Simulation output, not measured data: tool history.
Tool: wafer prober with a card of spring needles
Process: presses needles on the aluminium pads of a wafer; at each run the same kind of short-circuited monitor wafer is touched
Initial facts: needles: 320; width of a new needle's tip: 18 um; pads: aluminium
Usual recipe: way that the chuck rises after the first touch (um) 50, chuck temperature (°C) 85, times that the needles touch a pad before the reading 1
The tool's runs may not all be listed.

run	hour	way that the chuck rises after the first touch (um)	chuck temperature (°C)	times that the needles touch a pad before the reading	resistance of one needle with its contact and lead (mohm)	way that a needle slides on the pad (um)
1	0.0	50	85	1	299	10.11
# hour 11.0: tips cleaned on abrasive film
2	13.1	50	85	1	300	10.08
3	21.3	50	85	1	299	10.13
# hour 27.5: tips cleaned on abrasive film
4	28.7	50	85	2	300	10.12
5	39.5	50	71	1	295	10.11
# hour 43.4: tips cleaned on abrasive film
6	55.0	50	71	1	293	10.12
# hour 60.2: tips cleaned on abrasive film
7	62.5	50	71	1	290	10.13
8	75.6	50	85	1	301	10.08
# hour 77.1: tips cleaned on abrasive film
9	83.3	50	85	1	299	10.10
10	90.5	50	85	1	301	10.12
# hour 93.4: tips cleaned on abrasive film
# hour 102.2: height of the first contact set anew
11	103.3	50	29	1	276	10.10
# hour 109.6: tips cleaned on abrasive film
12	113.0	50	29	1	280	10.12
13	123.1	50	52	1	285	10.11
# hour 125.9: tips cleaned on abrasive film
14	133.1	50	52	1	289	10.11
# hour 141.9: tips cleaned on abrasive film
15	142.0	50	52	1	287	10.12
# hour 157.5: tips cleaned on abrasive film
16	157.5	50	52	1	286	10.07
17	170.7	50	85	1	295	10.15
# hour 173.5: tips cleaned on abrasive film
18	186.4	50	85	1	301	10.09
# hour 189.5: tips cleaned on abrasive film
19	194.7	50	85	1	295	10.11
20	202.6	50	66	1	294	10.12
# hour 205.2: tips cleaned on abrasive film
21	217.8	50	66	1	292	10.13
# hour 221.0: tips cleaned on abrasive film
22	224.7	70	58	1	280	14.18
# hour 237.4: tips cleaned on abrasive film
23	238.1	66	58	1	280	13.32
24	251.5	66	58	1	283	13.33
# hour 253.7: tips cleaned on abrasive film
25	258.3	62	43	1	280	12.54
26	266.1	50	67	1	290	10.12
# hour 270.0: tips cleaned on abrasive film
27	274.6	36	27	2	286	7.31
# hour 286.6: tips cleaned on abrasive film
28	289.0	67	118	1	300	13.51
29	301.8	67	118	1	302	13.53
# hour 303.1: tips cleaned on abrasive film
30	313.7	67	118	2	302	13.55
# hour 319.3: tips cleaned on abrasive film
31	323.1	67	118	2	302	13.57
# hour 334.9: tips cleaned on abrasive film
32	334.9	67	118	2	301	13.56
33	341.5	67	118	2	303	13.60
34	349.2	69	40	2	279	13.96

Branching from run 34: 3 alternative next runs. What would each branch give?
# hour 350.7: tips cleaned on abrasive film
A	361.4	52	85	1	?	?
# hour 350.7: tips cleaned on abrasive film
B	361.4	35	62	1	?	?
# hour 350.7: tips cleaned on abrasive film
C	361.4	69	40	2	?	?

run	resistance of one needle with its contact and lead (mohm)	way that a needle slides on the pad (um)
A	302	10.53
B	299	7.07
C	277	14.00
With no hidden state in the tool, these same runs would have given:
run	resistance of one needle with its contact and lead (mohm)	way that a needle slides on the pad (um)
A	301	10.54
B	298	7.07
C	277	14.00
